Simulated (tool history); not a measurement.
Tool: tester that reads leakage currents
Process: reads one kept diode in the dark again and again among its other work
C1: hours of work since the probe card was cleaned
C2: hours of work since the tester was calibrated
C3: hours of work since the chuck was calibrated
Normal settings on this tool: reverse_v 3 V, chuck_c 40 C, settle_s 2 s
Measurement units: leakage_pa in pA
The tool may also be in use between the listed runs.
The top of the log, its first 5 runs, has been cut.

{"run": 6, "hour": 176.6, "reverse_v": 7.13, "chuck_c": 40, "settle_s": 2, "C1": 1254, "C2": 878, "C3": 949, "leakage_pa": 745.52}
{"run": 7, "hour": 218.5, "reverse_v": 7.13, "chuck_c": 40, "settle_s": 2, "C1": 1284, "C2": 908, "C3": 979, "leakage_pa": 745.9}
{"run": 8, "hour": 238.2, "reverse_v": 7.13, "chuck_c": 40, "settle_s": 2, "C1": 1298, "C2": 922, "C3": 993, "leakage_pa": 746.95}
{"run": 9, "hour": 265.3, "reverse_v": 3, "chuck_c": 36, "settle_s": 2, "C1": 1317, "C2": 941, "C3": 1012, "leakage_pa": 399.63}
{"run": 10, "hour": 290.2, "reverse_v": 3, "chuck_c": 36, "settle_s": 2, "C1": 1335, "C2": 959, "C3": 1030, "leakage_pa": 400.23}
{"run": 11, "hour": 318.8, "reverse_v": 3, "chuck_c": 36, "settle_s": 2, "C1": 1355, "C2": 979, "C3": 1050, "leakage_pa": 398.68}
{"hour": 325.0, "done": "chuck's temperature calibrated"}
{"run": 12, "hour": 356.9, "reverse_v": 3, "chuck_c": 36, "settle_s": 2, "C1": 1381, "C2": 1005, "C3": 23, "leakage_pa": 407.45}
{"run": 13, "hour": 388.3, "reverse_v": 3, "chuck_c": 37, "settle_s": 2, "C1": 1403, "C2": 1027, "C3": 45, "leakage_pa": 443.68}
{"run": 14, "hour": 425.1, "reverse_v": 3, "chuck_c": 37, "settle_s": 2, "C1": 1429, "C2": 1053, "C3": 71, "leakage_pa": 445.04}
{"hour": 444.1, "done": "chuck's temperature calibrated, once more"}
{"run": 15, "hour": 450.9, "reverse_v": 3, "chuck_c": 37, "settle_s": 2, "C1": 1446, "C2": 1070, "C3": 5, "leakage_pa": 417.61}
{"run": 16, "hour": 494.2, "reverse_v": 3, "chuck_c": 37, "settle_s": 2, "C1": 1477, "C2": 1101, "C3": 36, "leakage_pa": 416.86}
{"run": 17, "hour": 516.2, "reverse_v": 3, "chuck_c": 40, "settle_s": 2, "C1": 1492, "C2": 1116, "C3": 51, "leakage_pa": 539.29}
{"run": 18, "hour": 555.5, "reverse_v": 3, "chuck_c": 40, "settle_s": 2, "C1": 1520, "C2": 1144, "C3": 79, "leakage_pa": 540.66}
{"run": 19, "hour": 592.9, "reverse_v": 3, "chuck_c": 51, "settle_s": 0.74, "C1": 1547, "C2": 1171, "C3": 106, "leakage_pa": 1340.96}
{"run": 20, "hour": 626.6, "reverse_v": 3, "chuck_c": 51, "settle_s": 0.74, "C1": 1571, "C2": 1194, "C3": 129, "leakage_pa": 1340.49}
{"run": 21, "hour": 661.0, "reverse_v": 2.9, "chuck_c": 40, "settle_s": 2.31, "C1": 1595, "C2": 1219, "C3": 154, "leakage_pa": 536.18}
{"run": 22, "hour": 704.1, "reverse_v": 11.57, "chuck_c": 40, "settle_s": 4.86, "C1": 1625, "C2": 1249, "C3": 184, "leakage_pa": 852.68}
{"run": 23, "hour": 744.6, "reverse_v": 11.57, "chuck_c": 40, "settle_s": 4.86, "C1": 1654, "C2": 1278, "C3": 213, "leakage_pa": 848.35}
{"run": 24, "hour": 780.0, "reverse_v": 11.57, "chuck_c": 40, "settle_s": 4.86, "C1": 1679, "C2": 1303, "C3": 238, "leakage_pa": 854.44}
{"run": 25, "hour": 822.1, "reverse_v": 4.75, "chuck_c": 40, "settle_s": 3.45, "C1": 1709, "C2": 1333, "C3": 268, "leakage_pa": 636.15}

Predict the results of run 26:
{"run": 26, "hour": 848.0, "reverse_v": 1.44, "chuck_c": 21, "settle_s": 0.41, "C1": 1727, "C2": 1351, "C3": 286, "leakage_pa": "?"}

leakage_pa: 78.61 pA
With the hidden condition absent and the run-to-run variation left alone, this run would have shown leakage_pa 75.61 pA.

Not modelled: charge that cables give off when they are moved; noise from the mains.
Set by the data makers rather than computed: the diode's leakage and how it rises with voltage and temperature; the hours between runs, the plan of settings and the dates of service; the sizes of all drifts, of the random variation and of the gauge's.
